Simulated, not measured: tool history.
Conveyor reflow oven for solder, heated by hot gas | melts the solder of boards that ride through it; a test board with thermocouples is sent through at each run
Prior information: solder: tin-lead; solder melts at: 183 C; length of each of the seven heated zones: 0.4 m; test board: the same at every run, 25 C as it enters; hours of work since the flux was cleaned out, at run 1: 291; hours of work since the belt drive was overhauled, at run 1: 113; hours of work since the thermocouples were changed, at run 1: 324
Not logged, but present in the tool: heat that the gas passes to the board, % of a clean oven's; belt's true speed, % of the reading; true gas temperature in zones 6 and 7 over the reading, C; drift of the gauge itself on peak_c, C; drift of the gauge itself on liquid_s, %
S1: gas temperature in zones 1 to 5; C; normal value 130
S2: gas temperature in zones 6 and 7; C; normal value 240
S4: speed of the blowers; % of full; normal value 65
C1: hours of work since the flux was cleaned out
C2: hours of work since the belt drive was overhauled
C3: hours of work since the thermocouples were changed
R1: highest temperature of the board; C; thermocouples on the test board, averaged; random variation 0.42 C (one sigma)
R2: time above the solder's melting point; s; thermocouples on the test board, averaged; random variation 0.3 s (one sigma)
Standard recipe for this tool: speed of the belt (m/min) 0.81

run 1 hour=0 | S1=130 S2=240 speed_of_the_belt_(m/min)=0.81 S4=65 | C1=291 C2=113 C3=324 | R1=209.7 R2=34.6
run 2 hour=9.7 | S1=130 S2=240 speed_of_the_belt_(m/min)=0.81 S4=65 | C1=297 C2=120 C3=330 | R1=209.6 R2=35.6
run 3 hour=16.6 | S1=130 S2=240 speed_of_the_belt_(m/min)=0.81 S4=65 | C1=302 C2=124 C3=335 | R1=209.5 R2=35
run 4 hour=21.9 | S1=130 S2=240 speed_of_the_belt_(m/min)=0.81 S4=65 | C1=305 C2=128 C3=338 | R1=209.6 R2=35.2
run 5 hour=29 | S1=130 S2=240 speed_of_the_belt_(m/min)=0.81 S4=65 | C1=310 C2=132 C3=343 | R1=209.6 R2=35.4
-- hour=34.7 flux residue cleaned out of gas plates and filters
run 6 hour=46 | S1=130 S2=240 speed_of_the_belt_(m/min)=0.81 S4=65 | C1=7 C2=140 C3=351 | R1=212.7 R2=37.8
run 7 hour=51.3 | S1=130 S2=240 speed_of_the_belt_(m/min)=0.81 S4=65 | C1=11 C2=144 C3=354 | R1=212.1 R2=37.9
run 8 hour=59.6 | S1=130 S2=240 speed_of_the_belt_(m/min)=0.81 S4=65 | C1=16 C2=149 C3=360 | R1=212.6 R2=37.7
run 9 hour=68.3 | S1=134 S2=240 speed_of_the_belt_(m/min)=0.81 S4=65 | C1=22 C2=155 C3=365 | R1=213 R2=39.7
run 10 hour=74 | S1=130 S2=240 speed_of_the_belt_(m/min)=0.81 S4=65 | C1=26 C2=158 C3=369 | R1=212.3 R2=38
run 11 hour=83.8 | S1=130 S2=240 speed_of_the_belt_(m/min)=0.81 S4=65 | C1=32 C2=165 C3=375 | R1=211 R2=37.7
run 12 hour=94.4 | S1=130 S2=240 speed_of_the_belt_(m/min)=0.81 S4=65 | C1=39 C2=172 C3=382 | R1=212.1 R2=38.4
run 13 hour=99.7 | S1=130 S2=240 speed_of_the_belt_(m/min)=0.81 S4=65 | C1=42 C2=175 C3=386 | R1=212.2 R2=37.5
run 14 hour=107.8 | S1=130 S2=240 speed_of_the_belt_(m/min)=0.81 S4=65 | C1=48 C2=180 C3=391 | R1=211.9 R2=37.7
run 15 hour=115.6 | S1=130 S2=240 speed_of_the_belt_(m/min)=0.81 S4=65 | C1=53 C2=186 C3=396 | R1=212.2 R2=37.9
run 16 hour=127.8 | S1=141 S2=236 speed_of_the_belt_(m/min)=0.81 S4=65 | C1=61 C2=193 C3=404 | R1=211 R2=40.2
run 17 hour=137.5 | S1=141 S2=236 speed_of_the_belt_(m/min)=0.81 S4=65 | C1=67 C2=200 C3=410 | R1=210.9 R2=39.9
run 18 hour=150 | S1=141 S2=236 speed_of_the_belt_(m/min)=0.81 S4=65 | C1=75 C2=208 C3=419 | R1=211.2 R2=39.8
-- hour=154.5 belt drive overhauled, speed set with a stopwatch
run 19 hour=164.3 | S1=128 S2=240 speed_of_the_belt_(m/min)=0.81 S4=72 | C1=82 C2=6 C3=425 | R1=214 R2=39.2
run 20 hour=169.8 | S1=136 S2=240 speed_of_the_belt_(m/min)=0.81 S4=65 | C1=85 C2=10 C3=429 | R1=212.8 R2=40.2
run 21 hour=179.4 | S1=136 S2=240 speed_of_the_belt_(m/min)=0.81 S4=65 | C1=92 C2=16 C3=435 | R1=213.3 R2=40

Estimate the outcome of run 22 from the log above:
run 22 hour=191.1 | S1=137 S2=240 speed_of_the_belt_(m/min)=0.81 S4=72 | C1=99 C2=24 C3=443 | R1=? R2=?

Run 22 produced R1 214.9 C, R2 42.2 s.
With the hidden condition absent and the run-to-run variation left alone, this run would have shown R1 216.6 C, R2 42.9 s.
